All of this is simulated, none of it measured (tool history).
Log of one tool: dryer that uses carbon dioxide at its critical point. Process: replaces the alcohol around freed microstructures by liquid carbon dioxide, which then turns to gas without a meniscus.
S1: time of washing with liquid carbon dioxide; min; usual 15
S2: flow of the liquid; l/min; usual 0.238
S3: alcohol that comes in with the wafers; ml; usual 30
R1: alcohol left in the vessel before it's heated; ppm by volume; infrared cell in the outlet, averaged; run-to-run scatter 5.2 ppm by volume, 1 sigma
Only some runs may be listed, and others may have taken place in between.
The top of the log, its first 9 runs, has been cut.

| run | day | S1 | S2 | S3 | R1 |
|---|---|---|---|---|---|
| 10 | 5.588 | 15 | 0.207 | 101 | 983 |
| 11 | 6.212 | 15 | 0.238 | 30 | 318 |
| 12 | 6.629 | 15 | 0.238 | 30 | 317 |
| 13 | 7.125 | 15 | 0.238 | 30 | 307 |
| 14 | 7.504 | 15 | 0.238 | 30 | 329 |
| 15 | 8.35 | 15 | 0.395 | 30 | 231 |
| 16 | 9.196 | 15 | 0.395 | 45 | 222 |
| 17 | 9.65 | 15 | 0.395 | 45 | 229 |
| 18 | 10.204 | 19 | 0.25 | 30 | 254 |
| 19 | 10.629 | 13 | 0.331 | 73 | 345 |
| 20 | 11.442 | 13 | 0.391 | 83 | 275 |
| 21 | 11.833 | 13 | 0.391 | 83 | 268 |
| 22 | 12.504 | 13 | 0.171 | 58 | 2952 |
| 23 | 13.071 | 13 | 0.171 | 58 | 3077 |
| 24 | 13.492 | 18 | 0.193 | 96 | 824 |
| 25 | 13.904 | 23 | 0.159 | 30 | 386 |
| 26 | 14.354 | 23 | 0.159 | 30 | 397 |
| 27 | 14.967 | 16 | 0.17 | 27 | 863 |
| 28 | 15.346 | 15 | 0.238 | 22 | 404 |
| 29 | 15.938 | 21 | 0.238 | 65 | 296 |
| 30 | 16.396 | 15 | 0.158 | 30 | 1545 |

Below are 3 alternative next runs, each starting from the tool's condition after run 30. Predict each:
| A | 16.817 | 15 | 0.257 | 54 | ? |
| B | 16.817 | 12 | 0.222 | 30 | ? |
| C | 16.817 | 15 | 0.296 | 50 | ? |

| run | R1 |
|---|---|
| A | 495 |
| B | 1096 |
| C | 344 |
Without the tool's hidden state the same runs would have given:
| run | R1 |
|---|---|
| A | 105 |
| B | 466 |
| C | 37 |
